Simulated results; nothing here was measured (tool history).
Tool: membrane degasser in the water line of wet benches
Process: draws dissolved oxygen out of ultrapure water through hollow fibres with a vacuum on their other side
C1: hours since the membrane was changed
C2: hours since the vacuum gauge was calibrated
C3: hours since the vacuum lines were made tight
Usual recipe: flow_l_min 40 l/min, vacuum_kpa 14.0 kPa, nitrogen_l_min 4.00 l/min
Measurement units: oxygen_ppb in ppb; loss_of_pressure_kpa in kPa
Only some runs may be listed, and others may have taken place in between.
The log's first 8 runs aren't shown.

At day 58.133: vacuum gauge calibrated.
Run 9, day 62.042: usual settings but vacuum_kpa 25.2 kPa, nitrogen_l_min 3.61 l/min; C1 5878; C2 94; C3 2943. Result: oxygen_ppb 554.1 ppb, loss_of_pressure_kpa 67.34 kPa.
Run 10, day 71.388: usual settings; C1 6102; C2 318; C3 3168. Result: oxygen_ppb 263.2 ppb, loss_of_pressure_kpa 67.63 kPa.
Run 11, day 79.883: usual settings but nitrogen_l_min 7.67 l/min; C1 6306; C2 522; C3 3372. Result: oxygen_ppb 150.3 ppb, loss_of_pressure_kpa 66.93 kPa.
Run 12, day 86.288: usual settings but nitrogen_l_min 3.16 l/min; C1 6460; C2 676; C3 3525. Result: oxygen_ppb 323.9 ppb, loss_of_pressure_kpa 67.44 kPa.
Run 13, day 92.779: usual settings but nitrogen_l_min 3.16 l/min; C1 6616; C2 832; C3 3681. Result: oxygen_ppb 324.4 ppb, loss_of_pressure_kpa 67.60 kPa.
Run 14, day 103.146: usual settings but nitrogen_l_min 3.16 l/min; C1 6865; C2 1080; C3 3930. Result: oxygen_ppb 324.6 ppb, loss_of_pressure_kpa 67.37 kPa.
Run 15, day 110.396: usual settings but nitrogen_l_min 3.16 l/min; C1 7039; C2 1254; C3 4104. Result: oxygen_ppb 324.0 ppb, loss_of_pressure_kpa 67.61 kPa.
Run 16, day 121.300: usual settings but nitrogen_l_min 3.16 l/min; C1 7300; C2 1516; C3 4366. Result: oxygen_ppb 322.3 ppb, loss_of_pressure_kpa 68.10 kPa.
Run 17, day 129.367: usual settings but nitrogen_l_min 3.16 l/min; C1 7494; C2 1710; C3 4559. Result: oxygen_ppb 325.6 ppb, loss_of_pressure_kpa 68.08 kPa.
Run 18, day 135.208: usual settings but flow_l_min 34 l/min, vacuum_kpa 10.3 kPa, nitrogen_l_min 4.29 l/min; C1 7634; C2 1850; C3 4699. Result: oxygen_ppb 142.1 ppb, loss_of_pressure_kpa 58.10 kPa.
Run 19, day 141.712: usual settings but flow_l_min 34 l/min, vacuum_kpa 10.3 kPa, nitrogen_l_min 4.29 l/min; C1 7790; C2 2006; C3 4856. Result: oxygen_ppb 142.4 ppb, loss_of_pressure_kpa 58.03 kPa.
Run 20, day 152.296: usual settings but flow_l_min 64 l/min, vacuum_kpa 16.8 kPa, nitrogen_l_min 4.29 l/min; C1 8044; C2 2260; C3 5109. Result: oxygen_ppb 540.5 ppb, loss_of_pressure_kpa 108.93 kPa.
Run 21, day 156.962: usual settings but flow_l_min 45 l/min, vacuum_kpa 11.5 kPa, nitrogen_l_min 5.92 l/min; C1 8156; C2 2372; C3 5221. Result: oxygen_ppb 179.4 ppb, loss_of_pressure_kpa 76.57 kPa.
Run 22, day 165.833: usual settings but flow_l_min 25 l/min, vacuum_kpa 10.7 kPa, nitrogen_l_min 2.80 l/min; C1 8369; C2 2585; C3 5434. Result: oxygen_ppb 162.4 ppb, loss_of_pressure_kpa 42.15 kPa.
Run 23, day 174.392: usual settings but flow_l_min 25 l/min, vacuum_kpa 10.7 kPa, nitrogen_l_min 2.64 l/min; C1 8575; C2 2790; C3 5640. Result: oxygen_ppb 170.9 ppb, loss_of_pressure_kpa 42.27 kPa.
Run 24, day 185.217: usual settings but flow_l_min 25 l/min, vacuum_kpa 10.7 kPa, nitrogen_l_min 2.64 l/min; C1 8834; C2 3050; C3 5900. Result: oxygen_ppb 171.2 ppb, loss_of_pressure_kpa 42.61 kPa.
Run 25, day 190.383: usual settings but flow_l_min 41 l/min, vacuum_kpa 16.7 kPa, nitrogen_l_min 2.85 l/min; C1 8958; C2 3174; C3 6024. Result: oxygen_ppb 450.4 ppb, loss_of_pressure_kpa 70.10 kPa.
Run 26, day 196.746: usual settings but flow_l_min 42 l/min, vacuum_kpa 8.6 kPa, nitrogen_l_min 2.85 l/min; C1 9111; C2 3327; C3 6176. Result: oxygen_ppb 206.0 ppb, loss_of_pressure_kpa 71.79 kPa.
Run 27, day 202.762: usual settings but flow_l_min 42 l/min, vacuum_kpa 8.6 kPa, nitrogen_l_min 2.85 l/min; C1 9255; C2 3471; C3 6321. Result: oxygen_ppb 206.5 ppb, loss_of_pressure_kpa 72.00 kPa.
Run 28, day 208.179: usual settings but nitrogen_l_min 8.40 l/min; C1 9385; C2 3601; C3 6451. Result: oxygen_ppb 143.2 ppb, loss_of_pressure_kpa 68.47 kPa.
Run 29, day 218.467: usual settings but nitrogen_l_min 8.40 l/min; C1 9632; C2 3848; C3 6698. Result: oxygen_ppb 144.1 ppb, loss_of_pressure_kpa 68.79 kPa.
Run 30, day 226.525: usual settings but flow_l_min 25 l/min, vacuum_kpa 17.3 kPa, nitrogen_l_min 4.33 l/min; C1 9826; C2 4041; C3 6891. Result: oxygen_ppb 200.4 ppb, loss_of_pressure_kpa 43.07 kPa.
Run 31, day 231.879: usual settings but flow_l_min 25 l/min, vacuum_kpa 17.3 kPa, nitrogen_l_min 4.33 l/min; C1 9954; C2 4170; C3 7020. Result: oxygen_ppb 200.5 ppb, loss_of_pressure_kpa 42.99 kPa.
At day 232.912: vacuum gauge calibrated.
Run 32, day 242.850: usual settings but flow_l_min 33 l/min, vacuum_kpa 17.3 kPa, nitrogen_l_min 6.84 l/min; C1 10217; C2 238; C3 7282. Result: oxygen_ppb 171.4 ppb, loss_of_pressure_kpa 56.63 kPa.
Run 33, day 248.588: usual settings but vacuum_kpa 21.9 kPa, nitrogen_l_min 10.55 l/min; C1 10355; C2 376; C3 7420. Result: oxygen_ppb 190.2 ppb, loss_of_pressure_kpa 69.08 kPa.

Forecast each of these 3 alternatives for the next run:
Run A, day 256.338: usual settings but flow_l_min 51 l/min, nitrogen_l_min 10.12 l/min; C1 10541; C2 562; C3 7606. Result: oxygen_ppb ?, loss_of_pressure_kpa ?.
Run B, day 256.338: usual settings but flow_l_min 46 l/min, nitrogen_l_min 5.01 l/min; C1 10541; C2 562; C3 7606. Result: oxygen_ppb ?, loss_of_pressure_kpa ?.
Run C, day 256.338: usual settings but vacuum_kpa 30.5 kPa, nitrogen_l_min 10.55 l/min; C1 10541; C2 562; C3 7606. Result: oxygen_ppb ?, loss_of_pressure_kpa ?.

run  oxygen_ppb  loss_of_pressure_kpa
  A       178.8                 87.94
  B       263.8                 79.40
  C       267.6                 69.35
Without the tool's unlogged condition, the same runs would have read:
run  oxygen_ppb  loss_of_pressure_kpa
  A       167.2                 83.85
  B       254.4                 75.72
  C       260.0                 66.14
